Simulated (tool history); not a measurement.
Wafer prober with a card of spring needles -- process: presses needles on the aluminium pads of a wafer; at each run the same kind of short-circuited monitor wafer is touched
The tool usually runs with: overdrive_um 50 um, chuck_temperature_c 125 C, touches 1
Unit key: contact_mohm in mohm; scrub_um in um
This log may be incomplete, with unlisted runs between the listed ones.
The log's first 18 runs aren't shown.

run	hour	overdrive_um	chuck_temperature_c	touches	touches since the tips were cleaned	cleanings since the card got new needles	touches since the first contact's height was set	contact_mohm	scrub_um
19	232.3	57	125	1	7616	14	15210	390	12.42
# hour 234: tips cleaned on abrasive film
20	239.9	62	26	2	2213	15	18008	250	13.43
21	250.5	46	46	1	6222	15	22017	465	9.86
# hour 255.5: tips cleaned on abrasive film
22	258.2	46	46	1	1010	16	24859	283	9.83
# hour 263.6: height of the first contact set anew, once more
23	272.4	50	125	2	6230	16	3277	334	11.14
# hour 277.4: tips cleaned on abrasive film
24	280.9	32	125	1	1284	17	6433	426	7.16
25	291.6	32	125	1	5326	17	10475	656	7.1
# hour 298.7: tips cleaned on abrasive film
26	307.2	37	41	2	3213	18	16300	382	8.22
# hour 320.7: tips cleaned on abrasive film
27	324.5	38	125	3	1444	19	22770	288	8.39
28	339.5	38	125	3	7063	19	28389	360	8.41
# hour 342.7: tips cleaned on abrasive film
29	354.2	38	125	3	4323	20	33897	337	8.35
# hour 364.5: tips cleaned on abrasive film
30	370.5	38	125	3	2273	21	39996	301	8.34
31	384.8	38	125	3	7633	21	45356	366	8.33
# hour 386.6: tips cleaned on abrasive film
32	401.6	38	97	3	5639	22	51621	353	8.29
# hour 408.9: tips cleaned on abrasive film
33	411.5	38	97	3	995	23	55332	280	8.27
34	420.5	38	38	2	4378	23	58715	408	8.25
# hour 430.4: tips cleaned on abrasive film
35	437.9	69	125	1	2813	24	65192	291	15.24

Branching from run 35: 3 alternative next runs. What would each branch give?
A	451.2	42	125	1	7811	24	70190	?	?
B	451.2	44	103	1	7811	24	70190	?	?
C	451.2	57	125	1	7811	24	70190	?	?

run	contact_mohm	scrub_um
A	535	9.17
B	520	9.57
C	399	12.48
Had the tool no hidden state, the same runs would have come out as:
run	contact_mohm	scrub_um
A	234	9.39
B	231	9.79
C	228	12.69
